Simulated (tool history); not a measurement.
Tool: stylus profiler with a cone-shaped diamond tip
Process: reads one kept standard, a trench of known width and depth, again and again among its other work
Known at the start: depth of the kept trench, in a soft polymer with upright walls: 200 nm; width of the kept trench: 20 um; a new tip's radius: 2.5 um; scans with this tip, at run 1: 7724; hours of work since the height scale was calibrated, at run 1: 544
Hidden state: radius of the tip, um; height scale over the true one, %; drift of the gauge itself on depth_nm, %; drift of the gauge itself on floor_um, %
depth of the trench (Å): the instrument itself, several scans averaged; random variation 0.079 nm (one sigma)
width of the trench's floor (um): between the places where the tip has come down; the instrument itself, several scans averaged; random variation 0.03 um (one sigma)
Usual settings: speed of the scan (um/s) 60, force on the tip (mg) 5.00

run,hour,speed of the scan (um/s),force on the tip (mg),scans with this tip,hours of work since the height scale was calibrated,depth of the trench (Å),width of the trench's floor (um)
1,0.0,60,5.00,7724,544,2048.0,16.55
2,59.5,60,5.00,8180,576,2047.6,16.48
3,119.7,60,5.00,8640,608,2048.8,16.37
4,185.3,60,4.05,9142,644,2043.0,16.32
5,273.4,60,4.05,9817,691,2042.4,16.23
6,332.7,60,4.05,10271,723,2042.3,16.19
# hour 353.2: new tip fitted, height scale calibrated
7,402.6,60,5.00,377,27,2045.4,17.80
8,441.9,60,5.00,678,48,2045.9,17.72
9,494.5,60,5.00,1081,76,2046.4,17.63
10,557.4,60,4.31,1562,110,2041.0,17.53
# hour 566.3: height scale calibrated on a step standard
11,607.0,60,5.00,1938,22,2047.0,17.42
12,701.4,60,5.00,2661,73,2047.0,17.37
13,783.8,16,5.00,3291,117,2046.0,17.33
14,858.6,16,5.00,3864,157,2047.2,17.24
15,919.1,42,3.47,4327,190,2037.6,17.04
# hour 936.8: height scale calibrated on a step standard, once more
16,970.9,47,2.98,4719,18,2032.6,17.01
17,1044.8,47,3.92,5285,58,2039.5,16.93
18,1114.2,34,1.84,5816,96,2024.7,16.79
19,1188.3,45,7.85,6383,136,2061.8,16.81
20,1284.0,45,7.85,7116,187,2063.0,16.71
21,1338.1,45,7.85,7530,216,2062.5,16.65
22,1430.9,24,5.00,8240,266,2048.3,16.60
23,1502.3,24,5.00,8787,305,2046.8,16.47
24,1547.8,24,5.00,9135,329,2047.5,16.41
25,1639.6,24,5.00,9837,379,2047.5,16.32
26,1685.2,99,7.08,10187,403,2059.1,16.18
# hour 1722.6: new tip fitted, height scale calibrated
27,1736.3,99,7.08,104,7,2055.8,17.84
28,1777.4,19,7.08,419,30,2056.8,18.01

Measured less the same run without the tool's hidden state. The same run-to-run variation is in both; the gauge's scatter may not be:
run,depth of the trench (Å),width of the trench's floor (um)
1,+2.4,-1.36
2,+2.5,-1.43
3,+2.7,-1.49
4,+3.0,-1.55
5,+3.1,-1.65
6,+3.3,-1.70
7,+0.3,-0.11
8,+0.3,-0.18
9,+0.6,-0.27
10,+0.7,-0.37
11,+1.2,-0.44
12,+1.4,-0.57
13,+1.6,-0.67
14,+1.9,-0.78
15,+2.0,-0.85
16,+0.3,-0.92
17,+0.5,-1.00
18,+0.7,-1.08
19,+0.9,-1.16
20,+1.1,-1.26
21,+1.3,-1.31
22,+1.5,-1.41
23,+1.8,-1.48
24,+1.9,-1.54
25,+2.1,-1.62
26,+2.3,-1.66
27,-0.8,+0.01
28,-0.6,-0.07
